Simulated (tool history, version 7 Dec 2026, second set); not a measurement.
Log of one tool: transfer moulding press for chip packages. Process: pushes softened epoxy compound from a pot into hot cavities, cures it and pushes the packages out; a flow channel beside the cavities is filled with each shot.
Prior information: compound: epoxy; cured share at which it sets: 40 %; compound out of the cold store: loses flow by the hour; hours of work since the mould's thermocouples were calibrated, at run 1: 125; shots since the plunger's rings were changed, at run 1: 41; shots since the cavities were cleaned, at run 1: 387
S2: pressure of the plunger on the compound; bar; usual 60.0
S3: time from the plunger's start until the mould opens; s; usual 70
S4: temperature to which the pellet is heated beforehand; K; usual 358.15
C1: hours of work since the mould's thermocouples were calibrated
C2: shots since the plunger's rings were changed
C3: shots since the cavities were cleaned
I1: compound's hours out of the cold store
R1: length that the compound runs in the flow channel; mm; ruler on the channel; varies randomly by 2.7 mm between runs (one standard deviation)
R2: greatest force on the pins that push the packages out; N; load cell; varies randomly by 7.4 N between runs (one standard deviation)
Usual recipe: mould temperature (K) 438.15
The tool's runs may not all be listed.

Run 1, hour 0.0: usual settings; C1 125; C2 41; C3 387; I1 29.2. Result: R1 914 mm, R2 326 N.
At hour 7.7: cavities cleaned with cleaning compound and waxed.
Run 2, hour 10.6: usual settings but S3 92 s; C1 129; C2 152; C3 36; I1 23.7. Result: R1 924 mm, R2 287 N.
Run 3, hour 18.6: usual settings; C1 134; C2 250; C3 134; I1 35.9. Result: R1 898 mm, R2 320 N.
Run 4, hour 28.0: usual settings; C1 138; C2 365; C3 249; I1 43.7. Result: R1 882 mm, R2 322 N.
Run 5, hour 36.2: usual settings but S2 55.8 bar; C1 143; C2 465; C3 349; I1 29.7. Result: R1 884 mm, R2 315 N.
At hour 47.0: cavities cleaned with cleaning compound and waxed.
Run 6, hour 47.8: usual settings but S2 55.8 bar; C1 148; C2 589; C3 10; I1 24.5. Result: R1 891 mm, R2 304 N.
Run 7, hour 58.3: usual settings but S2 55.8 bar; C1 153; C2 718; C3 139; I1 25.5. Result: R1 887 mm, R2 324 N.
Run 8, hour 64.3: usual settings but mould temperature (K) 433.15, S2 55.8 bar; C1 157; C2 791; C3 212; I1 25.4. Result: R1 917 mm, R2 416 N.
Run 9, hour 75.3: usual settings; C1 162; C2 926; C3 347; I1 23.7. Result: R1 925 mm, R2 304 N.
Run 10, hour 82.8: usual settings; C1 166; C2 1017; C3 438; I1 32.3. Result: R1 903 mm, R2 328 N.
At hour 86.5: cavities cleaned with cleaning compound and waxed.
Run 11, hour 91.5: usual settings but mould temperature (K) 442.15, S2 69.4 bar, S4 367.15 K; C1 170; C2 1106; C3 62; I1 20.1. Result: R1 976 mm, R2 289 N.
Run 12, hour 102.6: usual settings but mould temperature (K) 442.15, S2 69.4 bar, S4 367.15 K; C1 176; C2 1241; C3 197; I1 44.4. Result: R1 930 mm, R2 283 N.
Run 13, hour 113.7: usual settings but mould temperature (K) 442.15, S2 69.4 bar, S3 61 s, S4 355.15 K; C1 182; C2 1376; C3 332; I1 37.5. Result: R1 943 mm, R2 323 N.
Run 14, hour 123.8: usual settings but mould temperature (K) 442.15, S2 69.4 bar, S3 61 s; C1 187; C2 1500; C3 456; I1 39.1. Result: R1 938 mm, R2 305 N.
At hour 126.3: cavities cleaned with cleaning compound and waxed.
Run 15, hour 130.1: usual settings but mould temperature (K) 442.15, S2 69.4 bar, S3 61 s; C1 189; C2 1558; C3 46; I1 29.1. Result: R1 965 mm, R2 313 N.
Run 16, hour 139.5: usual settings but mould temperature (K) 442.15, S2 69.4 bar, S3 61 s; C1 194; C2 1673; C3 161; I1 46.8. Result: R1 927 mm, R2 313 N.
Run 17, hour 148.5: usual settings but mould temperature (K) 442.15, S2 69.4 bar, S3 61 s; C1 199; C2 1784; C3 272; I1 11.0. Result: R1 1004 mm, R2 320 N.
Run 18, hour 156.7: usual settings but mould temperature (K) 432.15, S2 69.4 bar, S3 60 s, S4 356.15 K; C1 203; C2 1884; C3 372; I1 8.6. Result: R1 1075 mm, R2 690 N.
Run 19, hour 162.1: usual settings but mould temperature (K) 432.15, S2 63.5 bar, S3 60 s, S4 356.15 K; C1 206; C2 1950; C3 438; I1 36.1. Result: R1 958 mm, R2 618 N.
At hour 166.1: cavities cleaned with cleaning compound and waxed.
Run 20, hour 168.3: usual settings but mould temperature (K) 442.15, S2 57.9 bar, S3 76 s; C1 208; C2 2007; C3 27; I1 8.1. Result: R1 933 mm, R2 280 N.

Here are 5 independent what-if runs from the current tool condition. What would each one return?
Run A, hour 177.8: usual settings but mould temperature (K) 440.15, S2 54.4 bar, S3 76 s; C1 213; C2 2123; C3 143; I1 30.4. Result: R1 ?, R2 ?.
Run B, hour 177.8: usual settings but mould temperature (K) 443.15, S2 57.7 bar, S4 354.15 K; C1 213; C2 2123; C3 143; I1 11.3. Result: R1 ?, R2 ?.
Run C, hour 177.8: usual settings but mould temperature (K) 434.15; C1 213; C2 2123; C3 143; I1 10.7. Result: R1 ?, R2 ?.
Run D, hour 177.8: usual settings but S3 54 s; C1 213; C2 2123; C3 143; I1 25.5. Result: R1 ?, R2 ?.
Run E, hour 177.8: usual settings but mould temperature (K) 442.15, S2 65.2 bar, S3 76 s, S4 356.15 K; C1 213; C2 2123; C3 143; I1 31.6. Result: R1 ?, R2 ?.

run   R1   R2
  A  855  289
  B  910  288
  C  981  397
  D  922  526
  E  926  294
Without the tool's unlogged condition, the same runs would have read:
run   R1   R2
  A  856  288
  B  911  287
  C  981  395
  D  922  523
  E  927  292
